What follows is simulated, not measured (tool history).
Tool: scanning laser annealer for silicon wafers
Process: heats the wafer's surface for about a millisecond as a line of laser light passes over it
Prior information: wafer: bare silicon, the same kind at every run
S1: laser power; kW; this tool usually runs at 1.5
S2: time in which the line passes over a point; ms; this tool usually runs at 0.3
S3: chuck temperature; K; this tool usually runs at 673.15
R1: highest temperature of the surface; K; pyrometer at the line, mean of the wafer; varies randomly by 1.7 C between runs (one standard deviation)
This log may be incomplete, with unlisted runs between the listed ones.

run,hour,S1,S2,S3,R1
1,0,1.5,0.3,673.15,1414.15
# hour 43.4: window over the wafer cleaned
2,56.1,1.5,0.3,673.15,1444.15
3,99.3,1.5,0.354,673.15,1496.15
4,148.6,1.5,0.354,673.15,1496.15
5,187.5,1.5,0.356,673.15,1494.15
6,237.3,1.5,0.3,710.15,1472.15
7,294.3,1.5,0.3,710.15,1472.15
8,341.7,1.5,0.3,710.15,1471.15
9,403.4,1.5,0.3,710.15,1467.15
10,431.3,1.5,0.3,710.15,1467.15
11,462.5,1.5,0.3,673.15,1429.15
12,488.4,1.5,0.3,673.15,1430.15
13,540.1,1.5,0.3,673.15,1429.15
14,571.6,1.524,0.3,673.15,1442.15
15,601.8,1.5,0.276,643.15,1370.15
# hour 612.2: optics aligned, line set to its width
16,637.4,1.5,0.276,643.15,1366.15
17,680.5,1.5,0.276,643.15,1367.15
18,734.7,1.649,0.311,650.15,1484.15
19,760,1.649,0.311,650.15,1484.15
20,785.8,1.5,0.261,649.15,1350.15
# hour 816: optics aligned, line set to its width, once more
21,817.8,1.641,0.296,673.15,1493.15
22,850.3,1.641,0.296,673.15,1492.15
23,884.3,1.641,0.266,673.15,1459.15
24,940.8,1.5,0.32,673.15,1445.15
25,977.5,1.491,0.3,677.15,1424.15
26,1039.4,1.491,0.3,677.15,1423.15

Predict the results of run 27:
27,1094.9,1.5,0.327,642.15,?

{"run 27": {"R1": 1417.15}}
If the tool had no hidden condition, the same run with the same run-to-run variation would have returned R1 1443.15 K.

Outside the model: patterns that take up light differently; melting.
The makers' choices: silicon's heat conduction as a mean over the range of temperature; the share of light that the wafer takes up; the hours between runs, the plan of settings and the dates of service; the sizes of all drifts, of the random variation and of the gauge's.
